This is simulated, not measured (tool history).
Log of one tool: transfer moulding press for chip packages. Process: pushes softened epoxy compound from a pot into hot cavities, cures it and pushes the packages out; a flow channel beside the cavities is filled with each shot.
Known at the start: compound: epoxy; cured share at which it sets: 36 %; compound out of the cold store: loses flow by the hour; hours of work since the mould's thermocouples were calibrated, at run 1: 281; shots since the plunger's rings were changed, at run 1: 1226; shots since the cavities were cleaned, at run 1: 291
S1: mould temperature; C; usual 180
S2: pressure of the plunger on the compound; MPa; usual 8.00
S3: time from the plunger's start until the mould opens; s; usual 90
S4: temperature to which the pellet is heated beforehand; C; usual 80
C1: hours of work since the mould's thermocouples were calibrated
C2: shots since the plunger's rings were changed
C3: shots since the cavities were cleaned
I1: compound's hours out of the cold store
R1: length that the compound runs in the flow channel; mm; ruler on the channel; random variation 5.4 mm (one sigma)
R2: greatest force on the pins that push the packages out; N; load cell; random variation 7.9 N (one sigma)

Run 1, day 0.000: usual settings; C1 281; C2 1226; C3 291; I1 29.1. Result: R1 861 mm, R2 539 N.
Run 2, day 0.654: usual settings; C1 290; C2 1399; C3 464; I1 16.5. Result: R1 924 mm, R2 640 N.
At day 0.846: cavities cleaned with cleaning compound and waxed.
Run 3, day 1.512: usual settings but S2 7.06 MPa; C1 301; C2 1607; C3 174; I1 10.7. Result: R1 873 mm, R2 485 N.
Run 4, day 2.550: usual settings but S2 7.72 MPa; C1 316; C2 1880; C3 447; I1 29.0. Result: R1 836 mm, R2 587 N.
At day 2.708: cavities cleaned with cleaning compound and waxed.
Run 5, day 3.829: usual settings but S2 7.72 MPa; C1 334; C2 2200; C3 294; I1 41.5. Result: R1 779 mm, R2 553 N.
At day 4.612: cavities cleaned with cleaning compound and waxed.
Run 6, day 5.133: usual settings but S2 7.72 MPa; C1 352; C2 2528; C3 138; I1 23.4. Result: R1 852 mm, R2 471 N.
At day 6.458: cavities cleaned with cleaning compound and waxed.
Run 7, day 6.458: usual settings but S2 7.72 MPa; C1 370; C2 2860; C3 0; I1 22.0. Result: R1 854 mm, R2 343 N.
Run 8, day 7.442: usual settings but S2 7.72 MPa; C1 384; C2 3119; C3 259; I1 34.7. Result: R1 797 mm, R2 523 N.
Run 9, day 8.171: usual settings but S1 187 C; C1 394; C2 3309; C3 449; I1 42.8. Result: R1 749 mm, R2 532 N.
At day 8.308: cavities cleaned with cleaning compound and waxed.
Run 10, day 9.088: usual settings but S1 182 C; C1 407; C2 3535; C3 205; I1 15.0. Result: R1 881 mm, R2 471 N.
At day 10.025: mould's thermocouples calibrated.
Run 11, day 10.096: usual settings but S1 182 C; C1 1; C2 3778; C3 448; I1 29.7. Result: R1 807 mm, R2 553 N.
At day 10.304: cavities cleaned with cleaning compound and waxed.
Run 12, day 10.988: usual settings; C1 13; C2 3996; C3 180; I1 16.5. Result: R1 870 mm, R2 464 N.
Run 13, day 11.829: usual settings but S3 106 s; C1 25; C2 4217; C3 401; I1 41.2. Result: R1 757 mm, R2 525 N.
At day 12.146: cavities cleaned with cleaning compound and waxed.
Run 14, day 12.583: usual settings but S3 106 s; C1 35; C2 4399; C3 114; I1 45.4. Result: R1 738 mm, R2 390 N.
At day 14.012: cavities cleaned with cleaning compound and waxed.
Run 15, day 14.050: usual settings but S3 122 s, S4 81 C; C1 55; C2 4769; C3 10; I1 34.6. Result: R1 779 mm, R2 298 N.
Run 16, day 14.775: usual settings but S2 6.68 MPa, S3 107 s; C1 66; C2 4959; C3 200; I1 23.2. Result: R1 745 mm, R2 410 N.
Run 17, day 15.712: usual settings but S1 181 C; C1 79; C2 5207; C3 448; I1 35.0. Result: R1 759 mm, R2 543 N.
At day 15.867: cavities cleaned with cleaning compound and waxed.
Run 18, day 17.008: usual settings but S1 179 C, S2 9.36 MPa; C1 97; C2 5530; C3 300; I1 25.6. Result: R1 863 mm, R2 540 N.
At day 17.779: cavities cleaned with cleaning compound and waxed.
At day 18.292: plunger's sealing rings changed.
Run 19, day 18.629: usual settings but S1 177 C, S2 8.46 MPa, S3 83 s, S4 73 C; C1 118; C2 89; C3 196; I1 17.0. Result: R1 969 mm, R2 679 N.
At day 19.792: cavities cleaned with cleaning compound and waxed.
Run 20, day 20.088: usual settings but S1 174 C, S2 9.11 MPa, S3 82 s, S4 74 C; C1 138; C2 457; C3 79; I1 17.4. Result: R1 1006 mm, R2 707 N.
Run 21, day 21.283: usual settings but S1 174 C, S2 9.11 MPa, S3 82 s, S4 74 C; C1 155; C2 771; C3 393; I1 24.5. Result: R1 960 mm, R2 982 N.
At day 21.725: cavities cleaned with cleaning compound and waxed.
Run 22, day 22.692: usual settings but S1 182 C, S2 7.12 MPa, S3 98 s, S4 73 C; C1 174; C2 1125; C3 255; I1 42.2. Result: R1 765 mm, R2 468 N.
At day 23.592: cavities cleaned with cleaning compound and waxed.
Run 23, day 23.896: usual settings but S1 175 C, S2 8.67 MPa, S3 99 s, S4 73 C; C1 191; C2 1425; C3 80; I1 33.2. Result: R1 889 mm, R2 424 N.
Run 24, day 24.817: usual settings but S1 175 C, S2 8.67 MPa, S3 99 s, S4 73 C; C1 204; C2 1667; C3 322; I1 14.3. Result: R1 967 mm, R2 631 N.
At day 25.550: cavities cleaned with cleaning compound and waxed.
Run 25, day 26.162: usual settings but S1 175 C, S2 8.67 MPa, S3 99 s, S4 73 C; C1 222; C2 2005; C3 161; I1 28.4. Result: R1 898 mm, R2 506 N.
At day 27.433: cavities cleaned with cleaning compound and waxed.
Run 26, day 27.679: usual settings but S1 175 C, S4 70 C; C1 243; C2 2388; C3 65; I1 44.4. Result: R1 792 mm, R2 483 N.

Forecast each of these 5 alternatives for the next run:
Run A, day 28.729: usual settings but S2 7.74 MPa, S4 85 C; C1 258; C2 2664; C3 341; I1 26.6. Result: R1 ?, R2 ?.
Run B, day 28.729: usual settings but S1 175 C, S2 6.67 MPa, S3 96 s, S4 70 C; C1 258; C2 2664; C3 341; I1 10.9. Result: R1 ?, R2 ?.
Run C, day 28.729: usual settings but S3 76 s; C1 258; C2 2664; C3 341; I1 35.5. Result: R1 ?, R2 ?.
Run D, day 28.729: usual settings but S2 8.88 MPa, S3 119 s; C1 258; C2 2664; C3 341; I1 24.3. Result: R1 ?, R2 ?.
Run E, day 28.729: usual settings but S1 183 C, S4 70 C; C1 258; C2 2664; C3 341; I1 19.2. Result: R1 ?, R2 ?.

run   R1   R2
  A  838  552
  B  852  690
  C  807  737
  D  903  480
  E  876  527
Without the tool's hidden state the same runs would have given:
run   R1   R2
  A  885  326
  B  900  405
  C  852  426
  D  953  287
  E  925  312

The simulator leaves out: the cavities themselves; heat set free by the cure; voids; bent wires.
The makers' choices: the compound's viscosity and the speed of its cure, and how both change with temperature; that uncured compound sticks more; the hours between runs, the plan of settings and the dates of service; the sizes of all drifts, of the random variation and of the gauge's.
